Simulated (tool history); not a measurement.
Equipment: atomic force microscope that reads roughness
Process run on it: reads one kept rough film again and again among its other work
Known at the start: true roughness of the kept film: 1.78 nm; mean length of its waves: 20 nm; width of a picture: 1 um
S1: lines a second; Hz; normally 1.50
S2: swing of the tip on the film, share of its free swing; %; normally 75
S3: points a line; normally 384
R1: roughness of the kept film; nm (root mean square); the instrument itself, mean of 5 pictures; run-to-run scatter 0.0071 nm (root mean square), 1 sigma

run   hour    S1  S2   S3     R1
  1    0.0  1.50  75  384  1.326
  2   15.4  1.50  76  384  1.275
  3   27.6  1.50  76  384  1.251
  4   36.2  1.50  75  523  1.237
      49.8  -- new tip fitted
  5   50.5  1.50  75  523  1.443
  6   63.2  1.50  75  523  1.396
  7   78.0  1.50  75  523  1.356
  8   90.5  2.76  75  523  1.251
  9  102.2  2.76  75  523  1.230
 10  117.8  2.76  75  523  1.188
 11  129.0  1.50  75  384  1.192
     144.8  -- new tip fitted
 12  144.8  1.50  78  384  1.463
 13  152.0  1.50  78  384  1.449
 14  167.5  0.58  75  384  1.453
 15  182.7  0.58  75  273  1.377
 16  196.3  0.58  75  273  1.324
 17  212.5  0.58  75  273  1.273
     214.5  -- height scale calibrated on a step standard
 18  229.4  0.58  75  273  1.237
     240.7  -- new tip fitted
 19  240.8  0.58  75  273  1.498
 20  255.5  1.35  79  699  1.435
 21  268.9  1.35  69  699  1.404
 22  284.9  1.57  60  838  1.385
 23  300.5  1.07  75  476  1.302
 24  308.1  1.07  75  476  1.274
     313.3  -- height scale calibrated on a step standard, once more
 25  316.4  1.50  81  524  1.237
 26  323.9  2.35  72  399  1.216
 27  333.6  2.35  72  399  1.185
     337.5  -- new tip fitted
 28  344.1  0.74  75  384  1.501
 29  353.0  0.74  75  384  1.457
 30  368.3  0.74  75  384  1.405
 31  382.8  0.74  75  384  1.350
 32  393.0  0.74  75  384  1.325
 33  406.7  1.78  75  384  1.231
 34  423.4  0.97  89  657  1.203
     433.1  -- new tip fitted
 35  433.1  1.50  66  384  1.498
 36  440.4  2.92  66  904  1.439

Below, each run's measurement less what the same run would have read without the hidden state. Both values contain the same run-to-run variation, but the gauge's scatter may not be the same in both:
The hidden state here: radius of the tip, nm; height scale over the true one, %; drift of the gauge itself on roughness_nm, %.
run      R1
  1  -0.156
  2  -0.197
  3  -0.233
  4  -0.254
  5  -0.043
  6  -0.088
  7  -0.138
  8  -0.171
  9  -0.202
 10  -0.244
 11  -0.278
 12  -0.003
 13  -0.031
 14  -0.089
 15  -0.135
 16  -0.178
 17  -0.225
 18  -0.267
 19  -0.008
 20  -0.065
 21  -0.112
 22  -0.166
 23  -0.207
 24  -0.225
 25  -0.237
 26  -0.257
 27  -0.276
 28  -0.029
 29  -0.065
 30  -0.116
 31  -0.161
 32  -0.193
 33  -0.223
 34  -0.267
 35  -0.018
 36  -0.044
